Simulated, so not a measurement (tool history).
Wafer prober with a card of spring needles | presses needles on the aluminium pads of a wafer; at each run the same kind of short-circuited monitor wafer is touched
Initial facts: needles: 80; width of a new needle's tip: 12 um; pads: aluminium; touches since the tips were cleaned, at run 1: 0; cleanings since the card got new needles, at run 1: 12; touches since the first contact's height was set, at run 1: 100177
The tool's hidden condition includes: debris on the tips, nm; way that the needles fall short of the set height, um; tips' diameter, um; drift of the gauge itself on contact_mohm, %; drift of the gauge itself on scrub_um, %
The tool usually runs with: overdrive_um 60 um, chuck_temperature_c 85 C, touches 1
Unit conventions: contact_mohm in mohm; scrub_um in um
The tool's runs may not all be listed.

run,hour,overdrive_um,chuck_temperature_c,touches,touches since the tips were cleaned,cleanings since the card got new needles,touches since the first contact's height was set,contact_mohm,scrub_um
1,0,60,85,1,0,12,100177,127,12.47
2,8.6,60,85,1,2141,12,102318,129,12.48
3,18.4,60,85,1,4547,12,104724,126,12.49
4,25.5,60,85,1,6301,12,106478,126,12.49
# hour 29.5: tips cleaned on abrasive film
5,35.2,60,85,1,1433,13,108876,128,12.54
6,45.7,60,90,1,4016,13,111459,128,12.52
7,53.7,60,90,1,6001,13,113444,130,12.57
# hour 59.1: tips cleaned on abrasive film
8,60.8,60,40,1,414,14,115176,118,12.49
9,70.7,60,40,1,2872,14,117634,120,12.57
10,82,60,85,1,5662,14,120424,126,12.54
# hour 88.8: tips cleaned on abrasive film
11,93.4,60,85,1,1135,15,123218,126,12.57
12,99.8,45,58,1,2737,15,124820,127,9.41
13,106.7,45,58,1,4423,15,126506,125,9.47
14,115.8,69,34,2,6675,15,128758,118,14.51
# hour 118.2: tips cleaned on abrasive film
15,127.2,42,65,1,2232,16,131576,126,8.84
16,138.2,43,27,1,4937,16,134281,123,9.04
# hour 147.8: tips cleaned on abrasive film
17,149.1,43,27,1,303,17,136952,122,9.07
18,158.8,60,50,1,2710,17,139359,122,12.65
19,166.6,60,37,1,4658,17,141307,119,12.61
20,174.8,43,100,1,6671,17,143320,136,9.08
# hour 177.3: tips cleaned on abrasive film
21,185.1,60,85,2,1942,18,145854,128,12.66

3 options for the next run, each taken on its own from the tool as it stands now. Forecast them:
A,192.7,60,85,2,3827,18,147739,?,?
B,192.7,71,98,2,3827,18,147739,?,?
C,192.7,66,52,2,3827,18,147739,?,?

run,contact_mohm,scrub_um
A,128,12.68
B,127,15.03
C,120,13.97
Stripped of hidden state, with their random variation kept, the same runs would have yielded:
run,contact_mohm,scrub_um
A,128,12.46
B,127,14.76
C,120,13.72
